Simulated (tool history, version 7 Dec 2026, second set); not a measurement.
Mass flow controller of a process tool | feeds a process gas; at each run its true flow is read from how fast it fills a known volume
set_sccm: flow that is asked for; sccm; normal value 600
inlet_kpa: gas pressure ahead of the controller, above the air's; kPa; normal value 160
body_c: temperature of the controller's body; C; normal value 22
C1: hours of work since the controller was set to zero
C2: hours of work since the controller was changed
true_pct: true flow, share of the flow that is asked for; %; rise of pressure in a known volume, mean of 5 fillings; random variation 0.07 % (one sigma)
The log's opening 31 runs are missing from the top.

run 32 day=500.217 | set_sccm=118 inlet_kpa=160 body_c=23 | C1=1728 C2=14454 | true_pct=96.53
run 33 day=519.412 | set_sccm=209 inlet_kpa=221 body_c=22 | C1=1982 C2=14709 | true_pct=97.09
-- day=525.958 controller exchanged for a calibrated one
run 34 day=534.046 | set_sccm=209 inlet_kpa=221 body_c=22 | C1=107 C2=107 | true_pct=97.13
run 35 day=558.183 | set_sccm=508 inlet_kpa=266 body_c=21 | C1=427 C2=427 | true_pct=97.93
run 36 day=580.283 | set_sccm=600 inlet_kpa=188 body_c=22 | C1=719 C2=719 | true_pct=97.88
run 37 day=598.117 | set_sccm=600 inlet_kpa=230 body_c=32 | C1=955 C2=955 | true_pct=98.95
run 38 day=612.279 | set_sccm=103 inlet_kpa=201 body_c=40 | C1=1143 C2=1143 | true_pct=97.94
run 39 day=623.562 | set_sccm=103 inlet_kpa=201 body_c=40 | C1=1292 C2=1292 | true_pct=98.12
run 40 day=633.621 | set_sccm=223 inlet_kpa=201 body_c=40 | C1=1425 C2=1425 | true_pct=98.39
run 41 day=655.533 | set_sccm=306 inlet_kpa=160 body_c=22 | C1=1715 C2=1715 | true_pct=96.73
run 42 day=674.067 | set_sccm=817 inlet_kpa=239 body_c=20 | C1=1960 C2=1960 | true_pct=98.31
run 43 day=684.421 | set_sccm=817 inlet_kpa=239 body_c=20 | C1=2097 C2=2097 | true_pct=98.30
run 44 day=700.721 | set_sccm=457 inlet_kpa=166 body_c=20 | C1=2313 C2=2313 | true_pct=96.80
run 45 day=719.371 | set_sccm=827 inlet_kpa=160 body_c=30 | C1=2560 C2=2560 | true_pct=98.70
run 46 day=733.217 | set_sccm=404 inlet_kpa=160 body_c=26 | C1=2743 C2=2743 | true_pct=97.21
run 47 day=754.383 | set_sccm=401 inlet_kpa=160 body_c=22 | C1=3023 C2=3023 | true_pct=96.69
run 48 day=775.650 | set_sccm=401 inlet_kpa=147 body_c=20 | C1=3305 C2=3305 | true_pct=96.46

Here are 3 independent what-if runs from the current tool condition. What would each one return?
run A day=791.479 | set_sccm=401 inlet_kpa=242 body_c=22 | C1=3514 C2=3514 | true_pct=?
run B day=791.479 | set_sccm=160 inlet_kpa=219 body_c=39 | C1=3514 C2=3514 | true_pct=?
run C day=791.479 | set_sccm=147 inlet_kpa=147 body_c=20 | C1=3514 C2=3514 | true_pct=?

run=A true_pct=97.12
run=B true_pct=97.76
run=C true_pct=95.63
Without the tool's hidden state the same runs would have given:
run=A true_pct=98.31
run=B true_pct=98.97
run=C true_pct=96.81
